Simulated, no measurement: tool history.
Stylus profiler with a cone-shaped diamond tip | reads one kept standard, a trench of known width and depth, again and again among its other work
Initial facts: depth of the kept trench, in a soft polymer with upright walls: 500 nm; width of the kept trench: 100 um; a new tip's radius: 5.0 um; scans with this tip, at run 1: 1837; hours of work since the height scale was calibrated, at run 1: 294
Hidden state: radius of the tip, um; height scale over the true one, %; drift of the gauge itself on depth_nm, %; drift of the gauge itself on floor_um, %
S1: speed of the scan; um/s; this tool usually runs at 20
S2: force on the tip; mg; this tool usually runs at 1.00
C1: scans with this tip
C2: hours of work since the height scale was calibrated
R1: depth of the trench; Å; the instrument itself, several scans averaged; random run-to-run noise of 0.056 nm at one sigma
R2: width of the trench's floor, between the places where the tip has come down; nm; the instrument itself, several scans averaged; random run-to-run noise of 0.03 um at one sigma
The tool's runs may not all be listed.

Run 1, day 0.000: usual settings; C1 1837; C2 294. Result: R1 5027.7 Å, R2 95080 nm.
Run 2, day 0.938: usual settings; C1 1931; C2 309. Result: R1 5026.8 Å, R2 94990 nm.
Run 3, day 2.083: usual settings; C1 2047; C2 327. Result: R1 5026.9 Å, R2 94980 nm.
Run 4, day 2.871: usual settings; C1 2127; C2 340. Result: R1 5027.1 Å, R2 94980 nm.
Run 5, day 3.958: usual settings but S1 46 um/s; C1 2237; C2 358. Result: R1 5027.4 Å, R2 94880 nm.
Run 6, day 4.642: usual settings but S1 46 um/s; C1 2306; C2 369. Result: R1 5027.0 Å, R2 94800 nm.
Run 7, day 5.300: usual settings but S1 46 um/s; C1 2373; C2 379. Result: R1 5027.5 Å, R2 94810 nm.
Run 8, day 5.804: usual settings but S1 46 um/s; C1 2424; C2 388. Result: R1 5026.2 Å, R2 94830 nm.
Run 9, day 6.867: usual settings but S1 46 um/s; C1 2531; C2 405. Result: R1 5026.6 Å, R2 94760 nm.
Run 10, day 7.671: usual settings but S1 46 um/s; C1 2613; C2 418. Result: R1 5026.5 Å, R2 94740 nm.
Run 11, day 8.283: usual settings; C1 2675; C2 428. Result: R1 5026.7 Å, R2 94810 nm.
Run 12, day 9.312: usual settings; C1 2779; C2 444. Result: R1 5026.7 Å, R2 94810 nm.
Run 13, day 10.279: usual settings but S1 5 um/s; C1 2877; C2 460. Result: R1 5027.9 Å, R2 94850 nm.
Run 14, day 11.238: usual settings but S1 5 um/s, S2 0.70 mg; C1 2974; C2 476. Result: R1 5019.6 Å, R2 94800 nm.
Run 15, day 11.925: usual settings but S1 5 um/s, S2 0.70 mg; C1 3043; C2 487. Result: R1 5020.7 Å, R2 94850 nm.
Run 16, day 12.979: usual settings but S2 0.88 mg; C1 3150; C2 504. Result: R1 5024.8 Å, R2 94700 nm.
Run 17, day 13.579: usual settings but S1 12 um/s, S2 0.88 mg; C1 3210; C2 513. Result: R1 5023.5 Å, R2 94800 nm.
Run 18, day 14.208: usual settings but S1 13 um/s; C1 3274; C2 524. Result: R1 5025.7 Å, R2 94780 nm.
Run 19, day 15.342: usual settings but S1 52 um/s, S2 1.33 mg; C1 3389; C2 542. Result: R1 5031.7 Å, R2 94580 nm.
Run 20, day 16.262: usual settings but S1 65 um/s, S2 1.33 mg; C1 3482; C2 557. Result: R1 5030.8 Å, R2 94560 nm.
Run 21, day 16.929: usual settings but S1 65 um/s, S2 1.33 mg; C1 3549; C2 568. Result: R1 5032.1 Å, R2 94540 nm.
Run 22, day 17.754: usual settings but S1 65 um/s, S2 1.33 mg; C1 3633; C2 581. Result: R1 5031.2 Å, R2 94520 nm.
Run 23, day 18.450: usual settings but S1 65 um/s, S2 1.33 mg; C1 3703; C2 592. Result: R1 5031.5 Å, R2 94480 nm.
Run 24, day 19.288: usual settings but S1 9 um/s, S2 0.38 mg; C1 3788; C2 606. Result: R1 5013.1 Å, R2 94630 nm.
Run 25, day 20.279: usual settings but S1 6 um/s, S2 0.40 mg; C1 3888; C2 622. Result: R1 5012.8 Å, R2 94560 nm.
Run 26, day 21.200: usual settings but S1 6 um/s, S2 2.39 mg; C1 3982; C2 637. Result: R1 5046.3 Å, R2 94630 nm.
Run 27, day 22.175: usual settings but S1 6 um/s, S2 2.39 mg; C1 4080; C2 652. Result: R1 5046.1 Å, R2 94640 nm.
Run 28, day 23.079: usual settings but S1 6 um/s, S2 1.16 mg; C1 4172; C2 667. Result: R1 5027.7 Å, R2 94580 nm.
Run 29, day 24.179: usual settings but S1 33 um/s, S2 1.98 mg; C1 4283; C2 685. Result: R1 5040.8 Å, R2 94450 nm.
Run 30, day 25.171: usual settings but S1 8 um/s, S2 1.01 mg; C1 4384; C2 701. Result: R1 5023.5 Å, R2 94500 nm.
Run 31, day 25.950: usual settings but S1 8 um/s, S2 1.01 mg; C1 4462; C2 714. Result: R1 5024.9 Å, R2 94420 nm.
Run 32, day 27.033: usual settings but S1 14 um/s, S2 1.13 mg; C1 4572; C2 731. Result: R1 5027.4 Å, R2 94450 nm.
Run 33, day 27.533: usual settings but S1 14 um/s, S2 1.13 mg; C1 4623; C2 739. Result: R1 5027.2 Å, R2 94390 nm.
Run 34, day 28.304: usual settings but S1 29 um/s, S2 0.50 mg; C1 4701; C2 752. Result: R1 5014.4 Å, R2 94220 nm.

Here are 5 independent what-if runs from the current tool condition. What would each one return?
Run A, day 29.288: usual settings but S2 2.46 mg; C1 4800; C2 768. Result: R1 ?, R2 ?.
Run B, day 29.288: usual settings but S1 28 um/s, S2 0.65 mg; C1 4800; C2 768. Result: R1 ?, R2 ?.
Run C, day 29.288: usual settings but S1 29 um/s, S2 0.43 mg; C1 4800; C2 768. Result: R1 ?, R2 ?.
Run D, day 29.288: usual settings but S1 45 um/s, S2 0.78 mg; C1 4800; C2 768. Result: R1 ?, R2 ?.
Run E, day 29.288: usual settings but S1 54 um/s, S2 2.03 mg; C1 4800; C2 768. Result: R1 ?, R2 ?.

run      R1     R2
  A  5046.8  94370
  B  5016.6  94340
  C  5012.4  94240
  D  5020.7  94210
  E  5041.0  94280
Without the tool's unlogged condition, the same runs would have read:
run      R1     R2
  A  5049.7  95590
  B  5019.4  95560
  C  5015.2  95460
  D  5023.5  95430
  E  5043.9  95500

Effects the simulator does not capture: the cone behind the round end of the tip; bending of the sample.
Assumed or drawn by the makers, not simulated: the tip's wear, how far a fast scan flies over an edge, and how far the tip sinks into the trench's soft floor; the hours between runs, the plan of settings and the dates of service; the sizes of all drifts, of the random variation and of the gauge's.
